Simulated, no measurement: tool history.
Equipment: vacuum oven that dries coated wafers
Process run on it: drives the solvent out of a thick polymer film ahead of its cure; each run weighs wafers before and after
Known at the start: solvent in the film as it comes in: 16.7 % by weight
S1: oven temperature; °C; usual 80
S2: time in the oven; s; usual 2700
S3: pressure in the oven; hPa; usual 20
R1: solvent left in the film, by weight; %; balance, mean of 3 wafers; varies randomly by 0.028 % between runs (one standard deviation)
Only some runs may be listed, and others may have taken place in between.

Run 1, hour 0: usual settings. Result: R1 1.7 %.
Run 2, hour 24.2: usual settings. Result: R1 1.72 %.
Run 3, hour 50.4: usual settings. Result: R1 1.7 %.
Run 4, hour 66.8: usual settings. Result: R1 1.73 %.
Run 5, hour 95.7: usual settings. Result: R1 1.71 %.
Run 6, hour 114.9: usual settings. Result: R1 1.7 %.
Run 7, hour 135.5: usual settings but S1 77 °C. Result: R1 2.11 %.
Run 8, hour 152.4: usual settings but S1 68 °C. Result: R1 3.87 %.
Run 9, hour 182.7: usual settings. Result: R1 1.74 %.
Run 10, hour 213: usual settings. Result: R1 1.75 %.
Run 11, hour 232.9: usual settings. Result: R1 1.71 %.
Run 12, hour 253.4: usual settings but S1 91 °C. Result: R1 0.81 %.
Run 13, hour 273.4: usual settings but S1 91 °C. Result: R1 0.89 %.
Run 14, hour 290.7: usual settings but S1 91 °C. Result: R1 0.85 %.
Run 15, hour 318.4: usual settings but S2 1620 s. Result: R1 3.08 %.
Run 16, hour 343.3: usual settings but S2 1740 s. Result: R1 2.83 %.
Run 17, hour 363.8: usual settings. Result: R1 1.75 %.
Run 18, hour 388.1: usual settings. Result: R1 1.72 %.
Run 19, hour 406.1: usual settings. Result: R1 1.75 %.
Run 20, hour 424.1: usual settings. Result: R1 1.8 %.
Run 21, hour 441.7: usual settings but S1 72 °C, S2 2100 s, S3 49.8 hPa. Result: R1 5.85 %.
Run 22, hour 463.4: usual settings but S2 1440 s, S3 45.2 hPa. Result: R1 4.73 %.
Run 23, hour 487: usual settings but S2 1320 s. Result: R1 3.88 %.
Run 24, hour 511.1: usual settings but S1 89 °C, S2 3900 s. Result: R1 0.89 %.
At hour 514.8: vacuum gauge cleaned of residue and calibrated.
Run 25, hour 528.6: usual settings but S2 1440 s, S3 79 hPa. Result: R1 6.36 %.
Run 26, hour 543.5: usual settings but S1 81 °C, S2 4620 s. Result: R1 1.32 %.
Run 27, hour 559: usual settings but S1 88 °C, S2 4200 s, S3 55.4 hPa. Result: R1 2.42 %.
Run 28, hour 588.4: usual settings but S1 65 °C, S2 3780 s, S3 13.8 hPa. Result: R1 3.1 %.
Run 29, hour 606.3: usual settings but S1 65 °C, S2 3780 s, S3 13.8 hPa. Result: R1 3.15 %.
Run 30, hour 623.5: usual settings but S1 65 °C, S2 3780 s, S3 13.8 hPa. Result: R1 3.16 %.

Run 31 comes next. What will it give?
Run 31, hour 648.5: usual settings but S1 75 °C, S2 3780 s, S3 11.4 hPa. Result: R1 ?.

{"run 31": {"R1": 1.38}}
Minus the tool's unlogged condition, the same run would have read R1 1.09 %.
